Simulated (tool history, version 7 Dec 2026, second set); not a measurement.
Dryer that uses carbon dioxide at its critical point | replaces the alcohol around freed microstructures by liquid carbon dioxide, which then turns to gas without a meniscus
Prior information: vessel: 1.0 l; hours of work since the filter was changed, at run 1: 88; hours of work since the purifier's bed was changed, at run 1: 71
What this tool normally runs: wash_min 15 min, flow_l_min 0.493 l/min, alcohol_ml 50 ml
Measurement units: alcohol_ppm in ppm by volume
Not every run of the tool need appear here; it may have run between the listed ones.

run	hour	wash_min	flow_l_min	alcohol_ml	hours of work since the filter was changed	hours of work since the purifier's bed was changed	alcohol_ppm
1	0	15	0.493	50	88	71	323
2	11.2	15	0.493	50	93	75	329
3	18.7	15	0.493	50	96	78	328
4	28.8	17	0.493	50	100	82	185
5	37.3	15	0.493	50	103	86	347
6	44.3	15	0.493	50	106	88	347
7	60.1	15	0.493	50	113	95	346
8	74.5	15	0.493	50	118	101	362
9	84.8	15	0.493	50	123	105	377
10	92.6	13	0.612	69	126	108	320
11	106.6	20	0.332	69	131	114	918
12	120	10	0.332	69	137	119	7771
13	127.7	20	0.753	87	140	122	34
14	136.1	18	0.822	30	143	125	37
15	146.1	18	0.822	30	147	129	29
16	160.3	18	0.822	21	153	135	32

Run 17, settings as shown, results not yet in. Your forecast:
17	175.9	18	0.822	21	159	141	?

alcohol_ppm: 42 ppm by volume
Were there no unlogged condition in the tool, this run, its random variation unchanged, would have produced alcohol_ppm 13 ppm by volume.
